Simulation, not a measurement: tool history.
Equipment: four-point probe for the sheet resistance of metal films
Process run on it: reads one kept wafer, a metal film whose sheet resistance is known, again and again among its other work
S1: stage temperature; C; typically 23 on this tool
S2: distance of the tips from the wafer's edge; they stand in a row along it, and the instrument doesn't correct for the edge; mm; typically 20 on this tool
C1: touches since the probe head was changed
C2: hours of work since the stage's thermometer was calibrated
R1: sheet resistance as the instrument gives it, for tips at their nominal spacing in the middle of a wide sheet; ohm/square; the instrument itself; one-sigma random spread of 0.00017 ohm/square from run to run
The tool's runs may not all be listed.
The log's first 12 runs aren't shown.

run 13 hour=713.0 | S1=23 S2=17 | C1=92840 C2=1568 | R1=0.860673
run 14 hour=764.6 | S1=23 S2=17 | C1=94660 C2=1593 | R1=0.860908
run 15 hour=821.6 | S1=23 S2=17 | C1=96669 C2=1621 | R1=0.860879
run 16 hour=869.9 | S1=23 S2=17 | C1=98371 C2=1645 | R1=0.860627
run 17 hour=934.1 | S1=23 S2=20 | C1=100631 C2=1677 | R1=0.860128
run 18 hour=1008.6 | S1=23 S2=20 | C1=103258 C2=1713 | R1=0.859976
run 19 hour=1051.4 | S1=32 S2=56 | C1=104766 C2=1735 | R1=0.856806
run 20 hour=1099.1 | S1=23 S2=5 | C1=106448 C2=1758 | R1=0.886557
run 21 hour=1131.9 | S1=28 S2=20 | C1=107604 C2=1774 | R1=0.859272
run 22 hour=1164.1 | S1=28 S2=20 | C1=108740 C2=1790 | R1=0.859104
run 23 hour=1218.5 | S1=30 S2=15 | C1=110654 C2=1817 | R1=0.859833
run 24 hour=1250.1 | S1=30 S2=15 | C1=111770 C2=1833 | R1=0.860216
run 25 hour=1316.7 | S1=30 S2=15 | C1=114117 C2=1866 | R1=0.860037
run 26 hour=1349.4 | S1=24 S2=27 | C1=115267 C2=1882 | R1=0.858997
run 27 hour=1391.3 | S1=24 S2=15 | C1=116743 C2=1902 | R1=0.861055
run 28 hour=1463.3 | S1=24 S2=15 | C1=119282 C2=1938 | R1=0.861440
run 29 hour=1509.5 | S1=24 S2=26 | C1=120909 C2=1961 | R1=0.858836
run 30 hour=1577.5 | S1=24 S2=26 | C1=123308 C2=1994 | R1=0.859110
run 31 hour=1612.2 | S1=24 S2=26 | C1=124529 C2=2011 | R1=0.859212
run 32 hour=1679.0 | S1=20 S2=11 | C1=126885 C2=2044 | R1=0.864825
run 33 hour=1736.4 | S1=28 S2=13 | C1=128906 C2=2073 | R1=0.861740
run 34 hour=1802.5 | S1=27 S2=12 | C1=131237 C2=2105 | R1=0.862833
run 35 hour=1850.1 | S1=27 S2=12 | C1=132913 C2=2129 | R1=0.862784
run 36 hour=1912.9 | S1=27 S2=12 | C1=135126 C2=2160 | R1=0.862418

Below are 3 alternative next runs, each starting from the tool's condition after run 36. Predict each:
run A hour=1963.6 | S1=23 S2=5 | C1=136912 C2=2185 | R1=?
run B hour=1963.6 | S1=27 S2=12 | C1=136912 C2=2185 | R1=?
run C hour=1963.6 | S1=23 S2=67 | C1=136912 C2=2185 | R1=?

run=A R1=0.886756
run=B R1=0.862714
run=C R1=0.858296
The same runs, with their run-to-run variation unchanged, on a tool lacking any hidden condition would have given:
run=A R1=0.886975
run=B R1=0.862927
run=C R1=0.858508
